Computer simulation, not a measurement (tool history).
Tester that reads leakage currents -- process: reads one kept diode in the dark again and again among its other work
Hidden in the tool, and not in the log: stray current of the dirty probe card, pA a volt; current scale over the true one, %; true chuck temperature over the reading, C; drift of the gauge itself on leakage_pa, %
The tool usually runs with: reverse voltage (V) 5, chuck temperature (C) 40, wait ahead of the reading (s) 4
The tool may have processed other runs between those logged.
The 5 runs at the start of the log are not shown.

run,day,reverse voltage (V),chuck temperature (C),wait ahead of the reading (s),hours of work since the probe card was cleaned,hours of work since the tester was calibrated,hours of work since the chuck was calibrated,current that the tester gives (pA)
6,24.788,5,40,4,3390,1138,752,155.36
7,28.742,8.48,40,4,3437,1184,799,209.24
8,32.692,1.87,40,4,3483,1231,845,90.61
9,36.567,1.87,40,4,3529,1277,891,90.76
10,42.146,1.87,40,4,3595,1343,957,91.58
11,48.058,5,24,4,3665,1412,1027,53.69
# day 50.021: probe card cleaned and baked
12,53.492,5,24,4,41,1475,1090,50.46
13,58.404,5,24,4,99,1533,1147,50.93
# day 58.842: chuck's temperature calibrated
14,61.812,5,24,4,138,1572,35,52.66
15,64.812,5,24,4,174,1608,70,52.52
16,68.083,5,24,4,212,1646,109,52.91
17,73.175,5,24,4,272,1706,169,52.89
18,76.025,5,24,4,306,1740,203,53.2
19,79.838,5,24,4,351,1785,248,53.2
20,83.425,5,24,4,393,1827,290,53.22
# day 84.075: chuck's temperature calibrated, once more
21,88.317,12.55,40,1.51,450,1884,50,250.35

Run 22, settings as shown, results not yet in. Your forecast:
22,93.475,1.36,52,4,511,1945,111,?

Run 22 yielded current that the tester gives (pA) 160.86.
On a tool with no hidden condition, and with the same random variation, this run would have come out at current that the tester gives (pA) 157.68.

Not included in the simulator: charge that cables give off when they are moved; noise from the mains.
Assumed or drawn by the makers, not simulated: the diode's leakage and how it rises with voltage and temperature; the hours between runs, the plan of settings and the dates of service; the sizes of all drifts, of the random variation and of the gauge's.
